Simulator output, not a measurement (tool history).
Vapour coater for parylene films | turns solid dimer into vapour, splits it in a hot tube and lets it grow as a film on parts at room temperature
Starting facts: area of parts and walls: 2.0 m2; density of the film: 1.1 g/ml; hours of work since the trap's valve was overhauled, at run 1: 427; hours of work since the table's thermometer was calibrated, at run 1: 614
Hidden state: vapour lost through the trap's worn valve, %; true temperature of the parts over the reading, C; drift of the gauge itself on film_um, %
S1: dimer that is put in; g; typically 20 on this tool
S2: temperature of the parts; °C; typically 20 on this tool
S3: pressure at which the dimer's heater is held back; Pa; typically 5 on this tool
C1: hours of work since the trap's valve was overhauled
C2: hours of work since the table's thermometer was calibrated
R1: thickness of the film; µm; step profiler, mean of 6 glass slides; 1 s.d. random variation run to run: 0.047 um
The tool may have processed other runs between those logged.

run	hour	S1	S2	S3	C1	C2	R1
1	0	20	20	5	427	614	4.43
2	22.6	20	20	5	442	629	4.49
# hour 29.9: trap's valve overhauled
3	50.1	20	20	3.17	13	644	5.57
4	65.9	20	20	3.17	24	655	5.45
5	78.3	20	20	3.17	32	663	5.53
6	88.4	13	20	3.17	38	669	3.64
7	107.5	20	14	5	51	682	5.75
8	128.6	20	14	5	65	696	5.71
9	142.4	20	14	5	74	705	5.81
10	156.4	20	20	8.63	83	714	4.74
11	168.9	20	13	5	91	722	5.75
12	185.1	20	24	5	102	733	4.71
13	206.6	20	16	5	116	747	5.51
14	220.9	20	16	5	125	756	5.38
15	242.2	20	20	5	139	770	4.94
16	265	20	20	5	154	785	4.94
17	274.7	16	20	5	160	791	3.94
18	288.3	16	20	5	169	800	3.96
19	300.3	20	20	5	177	808	4.85
20	315	20	20	5	187	818	4.89
21	329.7	20	20	5	196	827	4.88
22	348.3	20	20	5	208	839	4.83
23	361.7	20	20	5	217	848	4.91
24	375	20	20	5	226	857	4.86
25	391.9	20	20	5	237	868	4.75
26	411.2	20	12	6.63	249	881	5.38
27	429.1	20	20	2.34	261	892	5.32
28	440.7	20	20	2.34	269	900	5.33
29	455.6	26	20	7.47	278	910	5.77
30	470.7	11	20	7.11	288	920	2.48
31	491.3	11	31	7.11	302	933	1.98
32	514.1	28	20	2.51	317	948	7.25
33	532.9	12	27	2.51	329	960	2.64
34	545	12	27	2.51	337	968	2.7
35	567.5	13	19	7.5	352	983	2.86
36	583.4	9	19	5.74	362	993	2.09
37	596.8	31	13	5.74	371	1002	8.05
38	610.2	11	21	4.11	380	1011	2.54
39	633.8	19	22	4.6	395	1026	4.21
40	651.2	9	26	4.6	406	1038	1.83
41	661.6	21	20	5	413	1044	4.8
42	680.3	29	30	6.36	425	1057	5.2
43	698.4	29	30	6.36	437	1068	5.06
# hour 712.4: trap's valve overhauled
44	720.3	20	12	5	5	1080	6.14
45	730	20	16	5.44	11	1086	5.53
46	743.5	13	27	5.44	20	1095	2.87
47	766	33	27	5.44	35	1110	7.23
48	785.8	33	27	5.44	48	1123	7.3

Hidden condition of the tool, last listed run before each entry between runs versus first listed run after:
From run 2 to run 3: trap's valve overhauled (hour 29.9)
  vapour lost through the trap's worn valve, %: 14.7 -> 0.6; true temperature of the parts over the reading, C: 0.44 -> 0.45
  the result without the hidden state subtracted from the measured one, R1: -0.82 -> -0.08 µm
From run 43 to run 44: trap's valve overhauled (hour 712.4)
  vapour lost through the trap's worn valve, %: 13.9 -> 0.3
  the result without the hidden state subtracted from the measured one, R1: -0.9 -> -0.11 µm
